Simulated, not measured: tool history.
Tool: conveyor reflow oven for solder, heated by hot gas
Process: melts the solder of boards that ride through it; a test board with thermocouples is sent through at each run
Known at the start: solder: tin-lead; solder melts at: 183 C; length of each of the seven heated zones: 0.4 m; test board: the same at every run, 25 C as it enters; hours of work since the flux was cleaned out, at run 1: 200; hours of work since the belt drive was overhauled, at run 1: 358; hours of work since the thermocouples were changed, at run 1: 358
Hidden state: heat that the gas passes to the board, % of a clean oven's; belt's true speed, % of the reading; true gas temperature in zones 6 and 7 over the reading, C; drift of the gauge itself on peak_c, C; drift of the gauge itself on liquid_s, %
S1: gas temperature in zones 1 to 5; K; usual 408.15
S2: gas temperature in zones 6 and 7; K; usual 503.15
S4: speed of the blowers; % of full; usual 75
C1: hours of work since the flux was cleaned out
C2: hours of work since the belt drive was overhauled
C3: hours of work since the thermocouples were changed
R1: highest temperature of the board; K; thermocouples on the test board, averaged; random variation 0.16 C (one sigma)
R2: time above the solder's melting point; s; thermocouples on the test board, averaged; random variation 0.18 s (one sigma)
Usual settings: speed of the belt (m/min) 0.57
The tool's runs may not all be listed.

{"run": 1, "hour": 0.0, "S1": 408.15, "S2": 503.15, "speed of the belt (m/min)": 0.57, "S4": 75, "C1": 200, "C2": 358, "C3": 358, "R1": 490.75, "R2": 63.6}
{"run": 2, "hour": 70.1, "S1": 408.15, "S2": 504.15, "speed of the belt (m/min)": 0.57, "S4": 75, "C1": 240, "C2": 399, "C3": 399, "R1": 491.35, "R2": 64.1}
{"run": 3, "hour": 136.4, "S1": 408.15, "S2": 504.15, "speed of the belt (m/min)": 0.57, "S4": 75, "C1": 278, "C2": 437, "C3": 437, "R1": 491.35, "R2": 64.2}
{"run": 4, "hour": 172.8, "S1": 408.15, "S2": 504.15, "speed of the belt (m/min)": 0.57, "S4": 75, "C1": 299, "C2": 458, "C3": 458, "R1": 491.45, "R2": 64.2}
{"run": 5, "hour": 221.3, "S1": 408.15, "S2": 503.15, "speed of the belt (m/min)": 0.57, "S4": 75, "C1": 327, "C2": 485, "C3": 485, "R1": 490.65, "R2": 63.1}
{"run": 6, "hour": 292.4, "S1": 408.15, "S2": 503.15, "speed of the belt (m/min)": 0.57, "S4": 75, "C1": 367, "C2": 526, "C3": 526, "R1": 490.55, "R2": 63.3}
{"run": 7, "hour": 350.7, "S1": 408.15, "S2": 503.15, "speed of the belt (m/min)": 0.57, "S4": 75, "C1": 401, "C2": 560, "C3": 560, "R1": 490.65, "R2": 63.2}
{"hour": 406.8, "done": "flux residue cleaned out of gas plates and filters"}
{"run": 8, "hour": 428.6, "S1": 408.15, "S2": 503.15, "speed of the belt (m/min)": 0.57, "S4": 75, "C1": 13, "C2": 602, "C3": 602, "R1": 491.75, "R2": 65.1}
{"run": 9, "hour": 467.3, "S1": 408.15, "S2": 503.15, "speed of the belt (m/min)": 0.57, "S4": 75, "C1": 35, "C2": 624, "C3": 624, "R1": 491.95, "R2": 64.7}
{"run": 10, "hour": 525.2, "S1": 408.15, "S2": 503.15, "speed of the belt (m/min)": 0.57, "S4": 75, "C1": 68, "C2": 657, "C3": 657, "R1": 491.95, "R2": 65}
{"run": 11, "hour": 569.1, "S1": 408.15, "S2": 503.15, "speed of the belt (m/min)": 0.57, "S4": 75, "C1": 93, "C2": 682, "C3": 682, "R1": 491.55, "R2": 64.5}
{"run": 12, "hour": 646.7, "S1": 408.15, "S2": 503.15, "speed of the belt (m/min)": 0.57, "S4": 75, "C1": 138, "C2": 727, "C3": 727, "R1": 491.75, "R2": 64.6}
{"run": 13, "hour": 709.0, "S1": 408.15, "S2": 503.15, "speed of the belt (m/min)": 0.57, "S4": 69, "C1": 173, "C2": 763, "C3": 763, "R1": 491.05, "R2": 63.8}
{"hour": 718.4, "done": "thermocouples of zones 6 and 7 changed"}
{"run": 14, "hour": 778.2, "S1": 408.15, "S2": 503.15, "speed of the belt (m/min)": 0.57, "S4": 69, "C1": 212, "C2": 801, "C3": 34, "R1": 490.45, "R2": 63.4}
{"run": 15, "hour": 848.6, "S1": 408.15, "S2": 503.15, "speed of the belt (m/min)": 0.57, "S4": 59, "C1": 252, "C2": 842, "C3": 75, "R1": 488.95, "R2": 61.4}
{"run": 16, "hour": 894.8, "S1": 408.15, "S2": 503.15, "speed of the belt (m/min)": 0.57, "S4": 59, "C1": 279, "C2": 868, "C3": 101, "R1": 488.75, "R2": 61.3}
{"run": 17, "hour": 944.5, "S1": 393.15, "S2": 505.15, "speed of the belt (m/min)": 0.57, "S4": 59, "C1": 308, "C2": 897, "C3": 130, "R1": 488.05, "R2": 55.9}
{"run": 18, "hour": 1010.1, "S1": 408.15, "S2": 503.15, "speed of the belt (m/min)": 0.563, "S4": 83, "C1": 345, "C2": 934, "C3": 167, "R1": 491.95, "R2": 65.9}
{"run": 19, "hour": 1071.5, "S1": 412.15, "S2": 493.15, "speed of the belt (m/min)": 0.57, "S4": 63, "C1": 380, "C2": 970, "C3": 203, "R1": 480.95, "R2": 55.8}
{"run": 20, "hour": 1104.2, "S1": 408.15, "S2": 513.15, "speed of the belt (m/min)": 0.57, "S4": 60, "C1": 399, "C2": 988, "C3": 221, "R1": 497.65, "R2": 68.5}
{"hour": 1164.6, "done": "flux residue cleaned out of gas plates and filters"}
{"run": 21, "hour": 1167.0, "S1": 408.15, "S2": 513.15, "speed of the belt (m/min)": 0.57, "S4": 60, "C1": 1, "C2": 1021, "C3": 255, "R1": 499.25, "R2": 69.7}
{"run": 22, "hour": 1224.7, "S1": 409.15, "S2": 507.15, "speed of the belt (m/min)": 0.57, "S4": 83, "C1": 35, "C2": 1055, "C3": 288, "R1": 496.55, "R2": 69.4}
{"run": 23, "hour": 1283.8, "S1": 396.15, "S2": 515.15, "speed of the belt (m/min)": 0.578, "S4": 57, "C1": 68, "C2": 1089, "C3": 322, "R1": 498.15, "R2": 64.1}
{"run": 24, "hour": 1337.8, "S1": 414.15, "S2": 506.15, "speed of the belt (m/min)": 0.57, "S4": 75, "C1": 99, "C2": 1120, "C3": 353, "R1": 495.65, "R2": 70.4}
{"run": 25, "hour": 1415.3, "S1": 398.15, "S2": 498.15, "speed of the belt (m/min)": 0.591, "S4": 66, "C1": 144, "C2": 1164, "C3": 397, "R1": 484.15, "R2": 51.8}
{"run": 26, "hour": 1466.3, "S1": 398.15, "S2": 498.15, "speed of the belt (m/min)": 0.591, "S4": 66, "C1": 173, "C2": 1193, "C3": 427, "R1": 483.95, "R2": 51.9}
{"run": 27, "hour": 1502.4, "S1": 412.15, "S2": 503.15, "speed of the belt (m/min)": 0.631, "S4": 74, "C1": 194, "C2": 1214, "C3": 447, "R1": 489.45, "R2": 57.7}
{"run": 28, "hour": 1564.9, "S1": 417.15, "S2": 495.15, "speed of the belt (m/min)": 0.463, "S4": 60, "C1": 230, "C2": 1250, "C3": 483, "R1": 488.45, "R2": 83}
{"run": 29, "hour": 1628.1, "S1": 408.15, "S2": 511.15, "speed of the belt (m/min)": 0.63, "S4": 73, "C1": 266, "C2": 1286, "C3": 519, "R1": 495.85, "R2": 60.9}
{"run": 30, "hour": 1676.8, "S1": 408.15, "S2": 511.15, "speed of the belt (m/min)": 0.63, "S4": 73, "C1": 294, "C2": 1314, "C3": 547, "R1": 495.55, "R2": 60.7}
{"run": 31, "hour": 1719.8, "S1": 412.15, "S2": 495.15, "speed of the belt (m/min)": 0.62, "S4": 85, "C1": 319, "C2": 1339, "C3": 572, "R1": 483.85, "R2": 54.8}

Forecast each of these 3 alternatives for the next run:
{"run": "A", "hour": 1779.4, "S1": 395.15, "S2": 495.15, "speed of the belt (m/min)": 0.529, "S4": 75, "C1": 353, "C2": 1373, "C3": 606, "R1": "?", "R2": "?"}
{"run": "B", "hour": 1779.4, "S1": 420.15, "S2": 503.15, "speed of the belt (m/min)": 0.556, "S4": 75, "C1": 353, "C2": 1373, "C3": 606, "R1": "?", "R2": "?"}
{"run": "C", "hour": 1779.4, "S1": 408.15, "S2": 495.15, "speed of the belt (m/min)": 0.62, "S4": 85, "C1": 353, "C2": 1373, "C3": 606, "R1": "?", "R2": "?"}

run=A R1=484.35 R2=59.5
run=B R1=493.65 R2=73.6
run=C R1=483.35 R2=52.6
Without the tool's hidden state the same runs would have given:
run=A R1=484.35 R2=59.2
run=B R1=493.55 R2=72.7
run=C R1=483.45 R2=52.4
